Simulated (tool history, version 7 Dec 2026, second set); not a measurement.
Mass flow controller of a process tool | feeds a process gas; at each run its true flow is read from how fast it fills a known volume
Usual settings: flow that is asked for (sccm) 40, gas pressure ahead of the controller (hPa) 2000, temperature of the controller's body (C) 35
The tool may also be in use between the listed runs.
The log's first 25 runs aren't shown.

run	day	flow that is asked for (sccm)	gas pressure ahead of the controller (hPa)	temperature of the controller's body (C)	true flow (%)
26	156.804	17	2300	37	99.79
27	161.621	40	2030	35	99.29
28	167.688	40	2000	28	99.07
29	171.85	19	2000	28	99.58
30	180.117	19	2000	32	99.69
31	186.842	34	2000	23	98.66
32	191.021	25	2000	26	99.09
33	194.958	35	2000	35	99.27
34	202.45	12	1610	33	100.85
35	207.75	12	1610	33	100.87
36	214.242	13	1800	21	100.04
37	221.946	13	1800	21	100.08
38	228.712	86	1800	36	99.51
39	237.208	86	1800	36	99.57
40	242.133	40	2610	35	98.76
41	246.538	57	2610	35	98.64
42	253.938	40	1560	33	99.33
43	260.892	64	2510	21	98.04
44	264.712	18	2260	30	99.6
45	268.921	18	2260	30	99.47
46	273.108	72	1820	24	98.6
47	280.954	15	1410	31	100.74

4 ways to go on from here, each from the tool as it stands after run 47. What would each give?
A	286.967	54	2770	21	?
B	286.967	40	2000	21	?
C	286.967	57	1760	35	?
D	286.967	39	1410	31	?

run	true flow (%)
A	97.62
B	98.3
C	99.19
D	99.33
Without the tool's hidden state the same runs would have given:
run	true flow (%)
A	98.56
B	98.99
C	100.16
D	99.99
